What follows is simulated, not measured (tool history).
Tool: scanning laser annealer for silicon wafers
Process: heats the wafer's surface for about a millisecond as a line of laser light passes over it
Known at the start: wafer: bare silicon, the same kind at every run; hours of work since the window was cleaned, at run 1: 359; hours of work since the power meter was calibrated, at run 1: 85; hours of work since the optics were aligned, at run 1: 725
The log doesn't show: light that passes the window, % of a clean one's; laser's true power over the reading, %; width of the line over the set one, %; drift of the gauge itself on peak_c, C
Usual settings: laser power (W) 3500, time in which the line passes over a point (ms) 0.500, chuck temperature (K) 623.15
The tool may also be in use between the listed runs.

run	hour	laser power (W)	time in which the line passes over a point (ms)	chuck temperature (K)	hours of work since the window was cleaned	hours of work since the power meter was calibrated	hours of work since the optics were aligned	highest temperature of the surface (K)
1	0.0	3500	0.500	623.15	359	85	725	1394.15
# hour 14.2: window over the wafer cleaned
2	17.8	3828	0.500	623.15	2	95	734	1501.15
3	36.1	3500	0.439	623.15	13	106	746	1376.15
4	67.4	3500	0.500	623.15	32	125	765	1420.15
5	88.6	3500	0.500	623.15	45	138	778	1419.15
6	105.4	3500	0.500	623.15	56	148	788	1419.15
7	136.1	3500	0.500	623.15	74	167	807	1417.15
8	160.1	3500	0.420	623.15	89	181	821	1356.15
9	185.8	3500	0.420	623.15	105	197	837	1358.15
10	216.5	3500	0.500	623.15	123	216	855	1412.15
11	234.1	3500	0.500	623.15	134	226	866	1409.15
12	260.1	3500	0.500	623.15	150	242	882	1409.15
13	289.5	3500	0.500	623.15	168	260	900	1407.15
# hour 297.5: optics aligned, line set to its width
14	321.7	3500	0.500	583.15	184	277	15	1362.15
15	349.3	3500	0.356	623.15	201	293	32	1298.15
16	375.2	3500	0.356	623.15	217	309	47	1296.15
17	390.9	3526	0.500	623.15	226	319	57	1401.15
18	418.5	3526	0.500	623.15	243	336	74	1408.15
# hour 433.3: optics aligned, line set to its width, once more
19	446.9	3526	0.500	623.15	257	350	8	1414.15
20	464.5	3526	0.500	623.15	268	360	19	1415.15
21	495.0	3500	0.500	641.15	287	379	38	1425.15
22	524.6	3500	0.566	642.15	305	397	56	1471.15
23	540.8	3786	0.412	642.15	315	407	66	1425.15
24	567.9	3786	0.490	640.15	331	423	82	1481.15
25	596.3	3786	0.490	619.15	348	441	99	1458.15
26	612.7	3006	0.372	662.15	358	451	109	1250.15
# hour 627.3: window over the wafer cleaned
27	636.0	3500	0.475	607.15	5	464	122	1397.15
28	662.9	3500	0.475	607.15	22	480	139	1392.15
29	679.5	3500	0.475	607.15	32	490	149	1393.15
30	713.1	3500	0.475	607.15	52	511	169	1393.15
31	742.7	3389	0.358	661.15	70	529	187	1330.15
32	766.7	3389	0.358	661.15	85	543	202	1332.15
33	793.1	3389	0.358	661.15	101	559	218	1330.15
34	823.9	3232	0.463	661.15	120	578	237	1371.15
35	846.4	3310	0.372	627.15	133	592	250	1291.15
36	877.0	3709	0.500	613.15	152	610	269	1458.15
37	909.5	3780	0.455	645.15	172	630	289	1469.15
38	935.0	3780	0.455	645.15	187	646	304	1466.15
39	963.6	3160	0.469	592.15	205	663	322	1281.15
40	995.5	3497	0.569	617.15	224	683	341	1451.15
41	1012.7	3203	0.500	619.15	235	693	352	1338.15
42	1037.8	3100	0.355	597.15	250	708	367	1200.15

Measured less the same run without the tool's hidden state. The same run-to-run variation is in both; the gauge's scatter may not be:
run	highest temperature of the surface (K)
1	-38.00
2	-12.00
3	-11.00
4	-13.00
5	-15.00
6	-15.00
7	-17.00
8	-17.00
9	-18.00
10	-21.00
11	-22.00
12	-23.00
13	-24.00
14	-29.00
15	-26.00
16	-26.00
17	-32.00
18	-34.00
19	-23.00
20	-24.00
21	-25.00
22	-28.00
23	-27.00
24	-30.00
25	-32.00
26	-23.00
27	-4.00
28	-5.00
29	-6.00
30	-7.00
31	-8.00
32	-9.00
33	-10.00
34	-12.00
35	-11.00
36	-17.00
37	-18.00
38	-19.00
39	-18.00
40	-23.00
41	-21.00
42	-18.00

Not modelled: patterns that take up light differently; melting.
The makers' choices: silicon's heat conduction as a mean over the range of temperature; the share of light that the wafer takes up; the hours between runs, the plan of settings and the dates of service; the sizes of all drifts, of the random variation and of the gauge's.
